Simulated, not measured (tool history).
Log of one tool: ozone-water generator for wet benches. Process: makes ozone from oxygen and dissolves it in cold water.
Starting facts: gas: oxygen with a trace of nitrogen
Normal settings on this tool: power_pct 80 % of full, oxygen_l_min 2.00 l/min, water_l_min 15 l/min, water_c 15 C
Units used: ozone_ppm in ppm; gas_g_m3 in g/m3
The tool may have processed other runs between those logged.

| run | hour | power_pct | oxygen_l_min | water_l_min | water_c | ozone_ppm | gas_g_m3 |
|---|---|---|---|---|---|---|---|
| 1 | 0.0 | 80 | 2.00 | 15 | 15 | 9.0 | 160.2 |
| 2 | 61.3 | 80 | 2.00 | 15 | 15 | 9.4 | 159.1 |
| 3 | 194.5 | 80 | 2.00 | 15 | 15 | 9.0 | 159.3 |
| 4 | 310.0 | 80 | 2.00 | 15 | 15 | 8.5 | 161.0 |
| 5 | 404.7 | 80 | 2.00 | 15 | 15 | 8.7 | 159.8 |
| 6 | 503.4 | 80 | 2.00 | 15 | 15 | 9.0 | 160.6 |
|  | 519.0 | contactor cleaned |
| 7 | 564.5 | 80 | 2.00 | 15 | 15 | 8.9 | 159.8 |
| 8 | 652.4 | 80 | 2.00 | 15 | 15 | 9.0 | 159.4 |
| 9 | 789.4 | 80 | 2.00 | 15 | 15 | 8.7 | 159.4 |
|  | 881.5 | contactor cleaned, once more |
| 10 | 932.2 | 67 | 2.00 | 20 | 15 | 5.8 | 145.3 |
| 11 | 1037.2 | 80 | 2.00 | 18 | 19 | 7.0 | 158.9 |
| 12 | 1123.6 | 80 | 2.00 | 18 | 19 | 7.0 | 156.9 |
| 13 | 1182.4 | 42 | 1.78 | 23 | 8 | 4.2 | 120.6 |
| 14 | 1316.0 | 80 | 2.00 | 11 | 15 | 12.1 | 157.0 |
| 15 | 1397.3 | 80 | 2.06 | 15 | 13 | 9.0 | 155.4 |
| 16 | 1464.0 | 80 | 2.06 | 15 | 13 | 8.9 | 154.2 |
| 17 | 1564.9 | 80 | 3.58 | 15 | 15 | 9.8 | 121.3 |

Branching from run 17: 5 alternative next runs. What would each branch give?
| A | 1664.2 | 72 | 2.00 | 15 | 15 | ? | ? |
| B | 1664.2 | 61 | 3.58 | 15 | 15 | ? | ? |
| C | 1664.2 | 40 | 3.58 | 15 | 14 | ? | ? |
| D | 1664.2 | 67 | 2.00 | 10 | 15 | ? | ? |
| E | 1664.2 | 80 | 3.58 | 15 | 14 | ? | ? |

| run | ozone_ppm | gas_g_m3 |
|---|---|---|
| A | 8.4 | 147.9 |
| B | 8.5 | 105.7 |
| C | 7.2 | 85.6 |
| D | 12.2 | 144.0 |
| E | 10.0 | 120.8 |
Without the tool's hidden state the same runs would have given:
| run | ozone_ppm | gas_g_m3 |
|---|---|---|
| A | 9.1 | 160.0 |
| B | 9.2 | 113.7 |
| C | 7.6 | 90.5 |
| D | 13.2 | 155.4 |
| E | 10.9 | 131.2 |
